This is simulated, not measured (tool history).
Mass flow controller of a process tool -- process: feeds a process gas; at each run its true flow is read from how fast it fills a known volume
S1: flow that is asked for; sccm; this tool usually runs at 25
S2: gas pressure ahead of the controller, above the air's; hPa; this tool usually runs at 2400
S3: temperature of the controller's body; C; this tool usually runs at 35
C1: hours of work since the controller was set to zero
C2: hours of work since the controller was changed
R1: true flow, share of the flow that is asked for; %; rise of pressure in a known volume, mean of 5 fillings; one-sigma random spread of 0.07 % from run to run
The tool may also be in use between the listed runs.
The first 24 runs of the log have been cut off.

run    hour  S1    S2  S3    C1    C2      R1
 25  4646.1  20  2400  35  5586  5586  101.06
 26  4798.3  20  2400  35  5684  5684  101.14
 27  4998.3   9  2240  23  5812  5812  103.03
 28  5241.6   9  2240  23  5968  5968  103.02
 29  5457.3  11  2340  35  6106  6106  103.19
 30  5660.1  11  2340  35  6236  6236  103.17
 31  5899.6  11  1830  30  6390  6390  103.13
 32  6140.8  11  2390  34  6545  6545  103.25
 33    6398  25  2400  21  6710  6710   99.92
 34  6636.8  22  2400  37  6863  6863  101.51
 35  6833.6  25  2140  24  6989  6989  100.42
 36  6965.8  25  2400  33  7074  7074  101.02
 37  7131.6  25  2400  31  7180  7180  100.89
 38  7303.1   8  1830  28  7290  7290  105.68
 39  7525.6  46  1910  38  7433  7433  101.47
 40  7683.3  41  1470  29  7534  7534  100.91
 41  7965.3  41  1470  29  7715  7715  100.81
 42    8087   6  2800  31  7793  7793  108.82
     8170.1  -- controller's zero set anew
 43  8277.8   6  2800  31    69  7915    97.2
 44  8537.1  20  1580  35   235  8081   98.67
 45  8676.1   8  2400  40   325  8170   98.41
 46  8792.5  26  2570  40   399  8245   98.94
 47  8959.5   8  2120  37   506  8352   98.44
 48  9181.6  26  2320  21   649  8494   97.77
 49  9344.5  25  2400  21   753  8599   97.58

Below are 3 alternative next runs, each starting from the tool's condition after run 49. Predict each:
  A  9513.2  48  2350  22  861  8707   ?
  B  9513.2  25  2400  27  861  8707   ?
  C  9513.2  25  2490  36  861  8707   ?

run     R1
  A  98.66
  B  98.14
  C  98.67
Take away the tool's hidden state, keep each run's random variation, and the runs would have read:
run     R1
  A   99.5
  B  98.84
  C  99.37
